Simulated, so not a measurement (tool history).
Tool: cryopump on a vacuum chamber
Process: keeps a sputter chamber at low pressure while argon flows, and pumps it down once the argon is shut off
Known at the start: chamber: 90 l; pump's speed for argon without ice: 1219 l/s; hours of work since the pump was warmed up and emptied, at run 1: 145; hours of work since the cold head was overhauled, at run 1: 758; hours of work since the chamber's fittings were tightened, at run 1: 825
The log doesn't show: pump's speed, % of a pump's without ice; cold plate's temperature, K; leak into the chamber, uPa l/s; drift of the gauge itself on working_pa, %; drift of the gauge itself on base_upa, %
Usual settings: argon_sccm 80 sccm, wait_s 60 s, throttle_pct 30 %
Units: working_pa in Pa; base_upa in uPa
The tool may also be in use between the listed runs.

run	hour	argon_sccm	wait_s	throttle_pct	hours of work since the pump was warmed up and emptied	hours of work since the cold head was overhauled	hours of work since the chamber's fittings were tightened	working_pa	base_upa
1	0	80	60	30	145	758	825	0.3782	2.2
2	59.8	80	60	30	183	796	864	0.3773	2.21
3	105.6	80	60	30	213	826	893	0.3782	2.25
4	172.9	80	60	30	255	869	936	0.3831	2.23
5	240.2	80	60	30	298	911	979	0.3857	2.34
6	278.4	80	60	30	323	936	1003	0.3865	2.3
7	339.1	80	60	30	361	974	1042	0.3848	2.31
8	410.6	103	60	30	407	1020	1087	0.5046	2.45
9	485.3	80	78	30	455	1068	1135	0.3948	2.25
10	522.7	80	60	30	478	1092	1159	0.3979	2.54
11	590.9	80	60	30	522	1135	1202	0.3994	2.62
12	644	80	60	45	556	1169	1236	0.2786	2.7
# hour 671.5: pump warmed up, emptied and cooled again
13	684.6	80	60	45	8	1192	1259	0.2502	2.36
14	740.9	52	60	30	44	1227	1295	0.2424	2.43
15	783	80	60	48	71	1254	1322	0.2385	2.46
16	842.7	80	60	48	109	1292	1360	0.2387	2.49
17	910.5	80	60	48	152	1336	1403	0.2403	2.62
18	971.7	80	60	54	191	1375	1442	0.2165	2.5
19	1015.9	80	60	54	220	1403	1470	0.2184	2.65
20	1079.9	50	47	19	260	1444	1511	0.3779	3.04
21	1134.7	88	82	30	295	1479	1546	0.4308	2.46
22	1210.7	88	82	30	344	1527	1594	0.4289	2.49
23	1267.1	158	22	54	380	1563	1630	0.4509	5.12
24	1308.7	151	90	47	406	1590	1657	0.4945	2.42
25	1359.9	80	81	30	439	1622	1689	0.3952	2.54
26	1418.9	80	65	30	477	1660	1727	0.3995	2.95
27	1459.8	54	128	30	503	1686	1753	0.2699	2.33
28	1512.2	54	128	30	536	1719	1786	0.2748	2.38
# hour 1570.6: pump warmed up, emptied and cooled again
29	1578.8	54	152	24	5	1759	1826	0.3141	1.95
30	1652.9	149	263	39	53	1806	1873	0.5359	1.68
31	1701.3	149	263	39	83	1837	1904	0.541	1.76
32	1733	149	263	39	104	1857	1924	0.5375	1.76

Forecast each of these 4 alternatives for the next run:
A	1764.8	149	298	22	124	1877	1944	?	?
B	1764.8	80	60	58	124	1877	1944	?	?
C	1764.8	95	119	25	124	1877	1944	?	?
D	1764.8	149	22	35	124	1877	1944	?	?

run	working_pa	base_upa
A	0.9498	1.76
B	0.1987	2.87
C	0.538	2.14
D	0.6031	5.29
Without the tool's hidden state the same runs would have given:
run	working_pa	base_upa
A	0.9352	0.5
B	0.1908	1.6
C	0.5286	0.9
D	0.5885	4.01
